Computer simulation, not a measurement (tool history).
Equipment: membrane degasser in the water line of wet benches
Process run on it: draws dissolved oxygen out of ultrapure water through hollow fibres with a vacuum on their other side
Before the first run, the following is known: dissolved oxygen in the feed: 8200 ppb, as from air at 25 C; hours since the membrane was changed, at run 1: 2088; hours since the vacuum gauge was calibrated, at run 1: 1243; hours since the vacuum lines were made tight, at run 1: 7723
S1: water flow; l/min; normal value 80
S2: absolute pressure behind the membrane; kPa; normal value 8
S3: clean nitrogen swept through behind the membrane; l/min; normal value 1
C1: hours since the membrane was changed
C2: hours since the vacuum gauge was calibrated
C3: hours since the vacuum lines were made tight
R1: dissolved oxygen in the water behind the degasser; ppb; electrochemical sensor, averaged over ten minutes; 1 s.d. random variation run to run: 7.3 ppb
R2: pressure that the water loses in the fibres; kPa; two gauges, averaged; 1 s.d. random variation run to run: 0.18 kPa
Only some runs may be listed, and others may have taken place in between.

Run 1, hour 0: usual settings; C1 2088; C2 1243; C3 7723. Result: R1 751.7 ppb, R2 30.64 kPa.
Run 2, hour 64.5: usual settings; C1 2153; C2 1307; C3 7787. Result: R1 749 ppb, R2 30.29 kPa.
Run 3, hour 175: usual settings but S1 126 l/min; C1 2263; C2 1417; C3 7898. Result: R1 1192.7 ppb, R2 47.6 kPa.
Run 4, hour 229.2: usual settings but S1 126 l/min; C1 2318; C2 1472; C3 7952. Result: R1 1198.6 ppb, R2 48.2 kPa.
Run 5, hour 289.6: usual settings but S1 58 l/min; C1 2378; C2 1532; C3 8012. Result: R1 537.2 ppb, R2 22.01 kPa.
Run 6, hour 392.5: usual settings but S3 2.84 l/min; C1 2481; C2 1635; C3 8115. Result: R1 422.9 ppb, R2 30.5 kPa.
Run 7, hour 473.7: usual settings but S3 2.45 l/min; C1 2562; C2 1716; C3 8196. Result: R1 459.1 ppb, R2 30.47 kPa.
Run 8, hour 574.5: usual settings but S3 2.45 l/min; C1 2663; C2 1817; C3 8297. Result: R1 463 ppb, R2 30.54 kPa.
Run 9, hour 672.3: usual settings but S2 12.14 kPa, S3 2.45 l/min; C1 2761; C2 1915; C3 8395. Result: R1 722.4 ppb, R2 30.38 kPa.
Run 10, hour 732.8: usual settings but S2 12.14 kPa, S3 2.45 l/min; C1 2821; C2 1975; C3 8456. Result: R1 707.6 ppb, R2 30.18 kPa.
Run 11, hour 801.5: usual settings but S2 12.14 kPa, S3 2.45 l/min; C1 2890; C2 2044; C3 8524. Result: R1 704 ppb, R2 30.28 kPa.
Run 12, hour 906.2: usual settings; C1 2995; C2 2149; C3 8629. Result: R1 752.7 ppb, R2 30.47 kPa.
Run 13, hour 998.1: usual settings but S3 1.98 l/min; C1 3086; C2 2241; C3 8721. Result: R1 512.9 ppb, R2 30.55 kPa.
Run 14, hour 1081: usual settings but S3 2.03 l/min; C1 3169; C2 2324; C3 8804. Result: R1 514.2 ppb, R2 30.64 kPa.
Run 15, hour 1181.2: usual settings; C1 3270; C2 2424; C3 8904. Result: R1 764.1 ppb, R2 30.39 kPa.
Run 16, hour 1252.7: usual settings; C1 3341; C2 2495; C3 8975. Result: R1 738.4 ppb, R2 30.44 kPa.
Run 17, hour 1358: usual settings but S2 7.33 kPa; C1 3446; C2 2601; C3 9081. Result: R1 688.2 ppb, R2 30.63 kPa.
Run 18, hour 1403.9: usual settings but S1 70 l/min, S2 17.51 kPa, S3 1.4 l/min; C1 3492; C2 2646; C3 9127. Result: R1 1283.8 ppb, R2 26.49 kPa.
Run 19, hour 1466.7: usual settings but S1 78 l/min, S2 17.51 kPa, S3 1.4 l/min; C1 3555; C2 2709; C3 9189. Result: R1 1407.7 ppb, R2 29.67 kPa.
Run 20, hour 1536.9: usual settings but S1 74 l/min, S2 19.17 kPa, S3 1.89 l/min; C1 3625; C2 2779; C3 9260. Result: R1 1219.8 ppb, R2 28.29 kPa.
Run 21, hour 1588.5: usual settings but S1 74 l/min, S2 19.17 kPa, S3 1.89 l/min; C1 3677; C2 2831; C3 9311. Result: R1 1217.9 ppb, R2 27.92 kPa.
Run 22, hour 1658: usual settings but S1 74 l/min, S2 19.17 kPa, S3 1.89 l/min; C1 3746; C2 2901; C3 9381. Result: R1 1200.3 ppb, R2 27.97 kPa.
Run 23, hour 1756.5: usual settings but S1 73 l/min, S2 7.91 kPa; C1 3845; C2 2999; C3 9479. Result: R1 683.9 ppb, R2 27.8 kPa.
Run 24, hour 1812.5: usual settings but S1 64 l/min, S3 1.02 l/min; C1 3901; C2 3055; C3 9535. Result: R1 594.5 ppb, R2 24.32 kPa.
Run 25, hour 1917: usual settings but S1 64 l/min, S3 1.64 l/min; C1 4005; C2 3160; C3 9640. Result: R1 445.1 ppb, R2 24.55 kPa.
Run 26, hour 2014.3: usual settings but S1 64 l/min, S3 1.64 l/min; C1 4103; C2 3257; C3 9737. Result: R1 442.2 ppb, R2 24.53 kPa.
Run 27, hour 2118.6: usual settings but S1 52 l/min, S2 8.37 kPa, S3 1.29 l/min; C1 4207; C2 3361; C3 9841. Result: R1 450.2 ppb, R2 19.7 kPa.
Run 28, hour 2205: usual settings but S3 1.01 l/min; C1 4293; C2 3448; C3 9928. Result: R1 760.7 ppb, R2 30.58 kPa.
Run 29, hour 2273.9: usual settings but S2 5.16 kPa, S3 2.47 l/min; C1 4362; C2 3516; C3 9997. Result: R1 288.2 ppb, R2 30.59 kPa.
Run 30, hour 2350.8: usual settings but S1 96 l/min, S2 9.04 kPa, S3 1.44 l/min; C1 4439; C2 3593; C3 10074. Result: R1 887.5 ppb, R2 36.87 kPa.
Run 31, hour 2441.7: usual settings but S1 96 l/min, S2 9.04 kPa, S3 1.44 l/min; C1 4530; C2 3684; C3 10164. Result: R1 894.8 ppb, R2 36.76 kPa.
Run 32, hour 2535.4: usual settings but S1 52 l/min, S2 11.76 kPa, S3 2.63 l/min; C1 4624; C2 3778; C3 10258. Result: R1 400.6 ppb, R2 19.93 kPa.

Forecast each of these 4 alternatives for the next run:
Run A, hour 2620: usual settings but S1 49 l/min, S2 11.76 kPa, S3 1.95 l/min; C1 4708; C2 3863; C3 10343. Result: R1 ?, R2 ?.
Run B, hour 2620: usual settings but S1 114 l/min; C1 4708; C2 3863; C3 10343. Result: R1 ?, R2 ?.
Run C, hour 2620: usual settings but S3 1.19 l/min; C1 4708; C2 3863; C3 10343. Result: R1 ?, R2 ?.
Run D, hour 2620: usual settings but S1 127 l/min, S2 8.21 kPa, S3 0.77 l/min; C1 4708; C2 3863; C3 10343. Result: R1 ?, R2 ?.

run      R1     R2
  A   478.2  18.68
  B  1101.6  43.78
  C   680.5  30.56
  D  1418.6  48.58
With no hidden state in the tool, these same runs would have given:
run     R1     R2
  A  464.6  18.37
  B   1058  43.07
  C  651.1  30.06
  D   1367  47.79
